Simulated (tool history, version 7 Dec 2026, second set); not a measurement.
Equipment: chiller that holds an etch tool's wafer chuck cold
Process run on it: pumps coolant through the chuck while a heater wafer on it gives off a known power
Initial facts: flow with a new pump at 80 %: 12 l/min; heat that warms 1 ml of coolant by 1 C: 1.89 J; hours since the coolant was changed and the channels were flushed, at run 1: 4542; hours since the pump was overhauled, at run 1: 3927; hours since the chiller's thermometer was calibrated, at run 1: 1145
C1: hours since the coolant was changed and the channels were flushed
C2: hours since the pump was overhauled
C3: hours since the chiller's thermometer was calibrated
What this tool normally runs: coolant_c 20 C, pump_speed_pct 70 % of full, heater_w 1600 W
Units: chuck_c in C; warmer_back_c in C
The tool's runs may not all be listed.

{"run": 1, "day": 0.0, "coolant_c": 20, "pump_speed_pct": 70, "heater_w": 1600, "C1": 4542, "C2": 3927, "C3": 1145, "chuck_c": 30.9, "warmer_back_c": 4.93}
{"run": 2, "day": 7.983, "coolant_c": 20, "pump_speed_pct": 70, "heater_w": 1600, "C1": 4733, "C2": 4118, "C3": 1336, "chuck_c": 30.9, "warmer_back_c": 4.88}
{"run": 3, "day": 12.892, "coolant_c": 20, "pump_speed_pct": 70, "heater_w": 861, "C1": 4851, "C2": 4236, "C3": 1454, "chuck_c": 25.8, "warmer_back_c": 2.64}
{"run": 4, "day": 17.833, "coolant_c": 20, "pump_speed_pct": 70, "heater_w": 861, "C1": 4970, "C2": 4355, "C3": 1573, "chuck_c": 25.8, "warmer_back_c": 2.66}
{"run": 5, "day": 24.704, "coolant_c": 20, "pump_speed_pct": 70, "heater_w": 1488, "C1": 5134, "C2": 4520, "C3": 1738, "chuck_c": 30.1, "warmer_back_c": 4.58}
{"run": 6, "day": 34.104, "coolant_c": 20, "pump_speed_pct": 70, "heater_w": 1488, "C1": 5360, "C2": 4745, "C3": 1963, "chuck_c": 30, "warmer_back_c": 4.5}
{"run": 7, "day": 42.392, "coolant_c": 20, "pump_speed_pct": 70, "heater_w": 1488, "C1": 5559, "C2": 4944, "C3": 2162, "chuck_c": 30, "warmer_back_c": 4.53}
{"run": 8, "day": 49.608, "coolant_c": 20, "pump_speed_pct": 70, "heater_w": 1488, "C1": 5732, "C2": 5117, "C3": 2335, "chuck_c": 30.1, "warmer_back_c": 4.51}
{"run": 9, "day": 56.662, "coolant_c": 20, "pump_speed_pct": 70, "heater_w": 1488, "C1": 5901, "C2": 5287, "C3": 2505, "chuck_c": 30.1, "warmer_back_c": 4.48}
{"day": 59.767, "done": "chiller's thermometer calibrated"}
{"run": 10, "day": 60.758, "coolant_c": 20, "pump_speed_pct": 70, "heater_w": 1488, "C1": 5999, "C2": 5384, "C3": 24, "chuck_c": 30, "warmer_back_c": 4.51}
{"run": 11, "day": 70.267, "coolant_c": 12, "pump_speed_pct": 98, "heater_w": 2342, "C1": 6227, "C2": 5612, "C3": 252, "chuck_c": 24.4, "warmer_back_c": 4.77}
{"run": 12, "day": 74.638, "coolant_c": 12, "pump_speed_pct": 98, "heater_w": 2342, "C1": 6332, "C2": 5717, "C3": 357, "chuck_c": 24.4, "warmer_back_c": 4.72}
{"run": 13, "day": 81.85, "coolant_c": 21, "pump_speed_pct": 93, "heater_w": 1898, "C1": 6505, "C2": 5890, "C3": 530, "chuck_c": 31.4, "warmer_back_c": 4.09}

Predict the results of run 14:
{"run": 14, "day": 87.679, "coolant_c": 21, "pump_speed_pct": 93, "heater_w": 1898, "C1": 6645, "C2": 6030, "C3": 670, "chuck_c": "?", "warmer_back_c": "?"}

chuck_c: 31.3 C
warmer_back_c: 4.09 C
Were there no unlogged condition in the tool, this run, its random variation unchanged, would have produced chuck_c 31.3 C, warmer_back_c 4.26 C.
